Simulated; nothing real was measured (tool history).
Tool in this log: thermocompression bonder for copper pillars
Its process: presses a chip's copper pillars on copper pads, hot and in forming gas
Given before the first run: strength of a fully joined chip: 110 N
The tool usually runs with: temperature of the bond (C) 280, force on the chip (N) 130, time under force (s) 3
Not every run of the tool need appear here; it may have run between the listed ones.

run    hour  temperature of the bond (C)  force on the chip (N)  time under force (s)  force that shears a chip off (N)
  1     0.0                          280                    130                     3                              53.9
  2    35.5                          280                    130                     3                              55.0
  3    76.9                          280                    114                     3                              52.1
  4   114.3                          280                    125                     3                              55.0
  5   138.0                          280                    130                     3                              57.0
  6   180.4                          280                    130                     2                              47.8
  7   199.5                          280                    130                     2                              47.4
  8   245.6                          259                    130                     3                              43.5
  9   268.7                          304                    130                     3                              69.3
 10   314.9                          281                    130                     3                              58.0
 11   360.8                          281                    191                     3                              66.7
 12   393.9                          281                    191                     3                              70.3
 13   413.2                          280                     92                     3                              48.9
 14   439.9                          280                    130                     3                              58.7
 15   474.4                          280                    130                     3                              56.9
 16   519.1                          253                    130                     3                              42.6
 17   541.9                          253                    130                     3                              42.9
 18   583.0                          280                    130                     3                              58.6
 19   612.7                          299                    130                     3                              62.9
 20   651.2                          278                    138                     3                              52.6
 21   684.4                          288                    160                     3                              62.7
 22   719.7                          251                    130                     2                              30.4
 23   761.0                          251                    130                     2                              29.7
 24   806.3                          251                    130                     2                              30.2
 25   846.5                          262                    143                     3                              43.2
 26   876.0                          274                     99                     7                              57.1
 27   903.2                          255                    157                     2                              35.7
 28   926.5                          280                     99                     3                              45.3
 29   964.9                          280                     99                     3                              47.0
 30   992.4                          278                    131                     3                              52.4
 31  1014.2                          289                    130                     4                              64.1
 32  1043.5                          306                    103                     6                              74.7
 33  1073.3                          280                    130                     6                              67.4
 34  1119.7                          274                    131                     7                              66.5
 35  1151.1                          250                    131                     6                              50.9
 36  1170.7                          250                    131                     6                              49.4
 37  1198.2                          277                    168                     7                              76.3
 38  1226.6                          279                    140                     4                              62.2

Not shown here: 7 entries made in the log between runs. Locate each between two listed runs and compare the hidden state at the listed run before it with the hidden state at the listed run after it:
Runs 2 to 3: forming gas filter changed (hour 42.3)
  true temperature of the bond over the reading, C: 6.9 -> 7.2; force that reaches the chip, % of what is set: 101.6 -> 101.7; oxide that the forming gas leaves, % of the face: 2.39 -> 0.95
  measured value less the no-hidden-state value, force that shears a chip off (N): +3.5 -> +4.3
Runs 9 to 10: forming gas filter changed (hour 312.7)
  true temperature of the bond over the reading, C: 8.8 -> 9.2; force that reaches the chip, % of what is set: 102.3 -> 102.4; oxide that the forming gas leaves, % of the face: 2.47 -> 0.57
  measured value less the no-hidden-state value, force that shears a chip off (N): +4.4 -> +6.0
Runs 11 to 12: heater calibrated with a thermocouple chip (hour 379.0)
  true temperature of the bond over the reading, C: 9.6 -> 12; force that reaches the chip, % of what is set: 102.5 -> 102.6; oxide that the forming gas leaves, % of the face: 0.93 -> 1.17
  measured value less the no-hidden-state value, force that shears a chip off (N): +6.2 -> +7.7
Runs 18 to 19: forming gas filter changed (hour 586.1); heater calibrated with a thermocouple chip, once more (hour 605.7)
  true temperature of the bond over the reading, C: 13.6 -> -0.1; force that reaches the chip, % of what is set: 103.1 -> 103.2; oxide that the forming gas leaves, % of the face: 2.68 -> 0.85
  measured value less the no-hidden-state value, force that shears a chip off (N): +7.7 -> +0.7
Runs 25 to 26: forming gas filter changed (hour 859.6)
  true temperature of the bond over the reading, C: 1.9 -> 2.1; force that reaches the chip, % of what is set: 103.8 -> 103.9; oxide that the forming gas leaves, % of the face: 2.65 -> 0.78
  measured value less the no-hidden-state value, force that shears a chip off (N): +1.0 -> +2.2
Runs 34 to 35: forming gas filter changed (hour 1130.6)
  true temperature of the bond over the reading, C: 4.1 -> 4.4; force that reaches the chip, % of what is set: 104.6 -> 104.7; oxide that the forming gas leaves, % of the face: 2.69 -> 0.8
  measured value less the no-hidden-state value, force that shears a chip off (N): +2.5 -> +3.8

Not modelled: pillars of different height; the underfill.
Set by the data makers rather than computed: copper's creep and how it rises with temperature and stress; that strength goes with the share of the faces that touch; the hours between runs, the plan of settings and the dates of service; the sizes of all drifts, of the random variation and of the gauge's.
